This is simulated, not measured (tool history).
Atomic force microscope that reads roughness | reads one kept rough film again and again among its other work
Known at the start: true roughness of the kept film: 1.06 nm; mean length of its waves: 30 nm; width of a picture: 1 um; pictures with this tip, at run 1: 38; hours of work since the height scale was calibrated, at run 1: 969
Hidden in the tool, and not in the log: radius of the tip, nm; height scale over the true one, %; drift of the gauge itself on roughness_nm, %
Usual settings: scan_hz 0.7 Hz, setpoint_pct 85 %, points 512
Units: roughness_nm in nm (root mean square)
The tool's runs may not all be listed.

| run | hour | scan_hz | setpoint_pct | points | pictures with this tip | hours of work since the height scale was calibrated | roughness_nm |
|---|---|---|---|---|---|---|---|
| 1 | 0 | 0.7 | 85 | 512 | 38 | 969 | 0.887 |
| 2 | 28.7 | 0.7 | 62 | 512 | 89 | 991 | 0.928 |
|  | 48.3 | new tip fitted |
| 3 | 52.5 | 0.7 | 62 | 512 | 7 | 1008 | 0.961 |
| 4 | 95.2 | 0.7 | 62 | 399 | 84 | 1041 | 0.916 |
|  | 117.8 | new tip fitted |
| 5 | 120.2 | 0.7 | 85 | 512 | 4 | 1060 | 0.902 |
| 6 | 149.4 | 0.7 | 85 | 512 | 57 | 1082 | 0.881 |
| 7 | 170.7 | 0.7 | 85 | 512 | 95 | 1098 | 0.861 |
|  | 190.6 | new tip fitted |
| 8 | 216.4 | 0.7 | 85 | 512 | 46 | 1133 | 0.891 |
| 9 | 243.9 | 0.7 | 85 | 512 | 96 | 1154 | 0.866 |
|  | 260.2 | new tip fitted |
| 10 | 276.1 | 0.7 | 85 | 512 | 29 | 1178 | 0.889 |
| 11 | 313.1 | 0.7 | 85 | 512 | 95 | 1206 | 0.854 |
|  | 330.1 | new tip fitted |
| 12 | 356.1 | 1.694 | 85 | 512 | 46 | 1239 | 0.782 |
|  | 401 | new tip fitted |
| 13 | 401 | 0.7 | 85 | 512 | 0 | 1273 | 0.9 |
| 14 | 424.1 | 0.7 | 85 | 512 | 42 | 1291 | 0.882 |
| 15 | 445.6 | 0.7 | 85 | 512 | 80 | 1307 | 0.852 |
|  | 470.8 | new tip fitted |
| 16 | 475.8 | 0.7 | 85 | 512 | 9 | 1330 | 0.898 |
| 17 | 501.2 | 0.859 | 85 | 512 | 55 | 1349 | 0.849 |
| 18 | 531.1 | 0.859 | 85 | 313 | 108 | 1372 | 0.837 |
|  | 540.1 | new tip fitted |
| 19 | 577.4 | 0.859 | 85 | 313 | 67 | 1407 | 0.845 |
|  | 580.9 | height scale calibrated on a step standard |
|  | 612 | new tip fitted |
| 20 | 624 | 0.859 | 85 | 692 | 22 | 33 | 0.872 |
| 21 | 662.9 | 0.859 | 57 | 692 | 92 | 62 | 0.931 |
|  | 679 | height scale calibrated on a step standard, once more |
|  | 683.4 | new tip fitted |
| 22 | 695.3 | 0.543 | 70 | 803 | 21 | 12 | 0.965 |
| 23 | 729.3 | 2.148 | 64 | 294 | 83 | 38 | 0.872 |
|  | 753 | new tip fitted |
| 24 | 757.3 | 2.471 | 90 | 421 | 8 | 59 | 0.69 |
| 25 | 787.3 | 2.471 | 90 | 421 | 62 | 82 | 0.684 |
|  | 823.8 | new tip fitted |
| 26 | 827.8 | 2.471 | 90 | 421 | 7 | 113 | 0.696 |
| 27 | 867.3 | 3.731 | 78 | 1015 | 78 | 143 | 0.704 |
|  | 893.6 | new tip fitted |
| 28 | 898.1 | 2.761 | 85 | 370 | 8 | 166 | 0.719 |
| 29 | 937.6 | 1.612 | 59 | 512 | 79 | 196 | 0.919 |
|  | 966.2 | new tip fitted |
| 30 | 983 | 2.91 | 85 | 662 | 30 | 230 | 0.696 |
| 31 | 1020.5 | 0.565 | 56 | 512 | 97 | 259 | 0.935 |
|  | 1038 | new tip fitted |
| 32 | 1061.9 | 2.158 | 76 | 687 | 43 | 290 | 0.824 |
| 33 | 1106.4 | 0.7 | 56 | 739 | 123 | 324 | 0.918 |
|  | 1111.1 | new tip fitted |
| 34 | 1150.3 | 1.074 | 85 | 512 | 70 | 358 | 0.838 |
|  | 1183.2 | new tip fitted |
| 35 | 1184.6 | 2.953 | 73 | 566 | 3 | 383 | 0.813 |
| 36 | 1211.5 | 1.256 | 79 | 635 | 51 | 404 | 0.85 |

Run 37 comes next. What will it give?
| 37 | 1233.9 | 1.256 | 79 | 635 | 92 | 421 | ? |

Run 37 gave roughness_nm 0.837 nm (root mean square).
Without the tool's hidden state the same run would have given roughness_nm 0.888 nm (root mean square).
